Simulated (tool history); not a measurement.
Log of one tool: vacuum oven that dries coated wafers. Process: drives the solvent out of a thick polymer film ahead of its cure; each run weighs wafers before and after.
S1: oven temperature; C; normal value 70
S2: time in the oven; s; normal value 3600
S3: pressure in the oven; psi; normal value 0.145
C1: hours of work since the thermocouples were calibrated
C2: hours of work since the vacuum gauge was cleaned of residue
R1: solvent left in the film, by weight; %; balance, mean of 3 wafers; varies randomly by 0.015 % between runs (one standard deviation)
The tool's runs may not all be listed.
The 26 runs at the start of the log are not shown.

run	hour	S1	S2	S3	C1	C2	R1
27	918.8	78	4500	0.145	364	1029	0.41
28	952.8	78	4500	0.145	386	1051	0.42
29	999.2	81	3660	0.084	415	1080	0.39
30	1018.8	75	2700	0.075	427	1092	1.51
31	1039.0	75	2700	0.075	440	1105	1.51
32	1065.7	77	5160	0.538	456	1121	0.85
33	1101.0	70	3780	0.145	479	1143	1.42
34	1133.9	65	2820	0.151	499	1164	3.27
35	1178.1	65	2820	0.151	527	1192	3.25
36	1202.7	58	2220	0.120	542	1207	5.56
37	1244.5	70	4320	0.329	569	1233	1.42
38	1281.2	61	1800	0.271	592	1256	5.95
39	1305.0	55	1860	0.297	606	1271	7.00
40	1336.3	70	3600	0.109	626	1291	1.56
41	1355.6	70	3600	0.387	638	1303	1.98
42	1379.3	70	3600	0.190	653	1318	1.71
43	1422.8	70	3600	0.489	680	1345	2.15
44	1445.8	60	3600	0.081	695	1360	3.39
# hour 1463.7: oven's thermocouples calibrated
45	1478.5	72	3720	0.453	9	1379	1.48
46	1516.0	72	3720	0.453	33	1402	1.53

5 options for the next run, each taken on its own from the tool as it stands now. Forecast them:
A	1539.4	80	3600	0.145	47	1417	?
B	1539.4	71	5040	0.408	47	1417	?
C	1539.4	59	3600	0.090	47	1417	?
D	1539.4	57	4560	0.453	47	1417	?
E	1539.4	70	4080	0.145	47	1417	?

run	R1
A	0.47
B	1.06
C	3.26
D	3.65
E	1.13
Stripped of hidden state, with their random variation kept, the same runs would have yielded:
run	R1
A	0.43
B	1.00
C	3.18
D	3.56
E	1.07
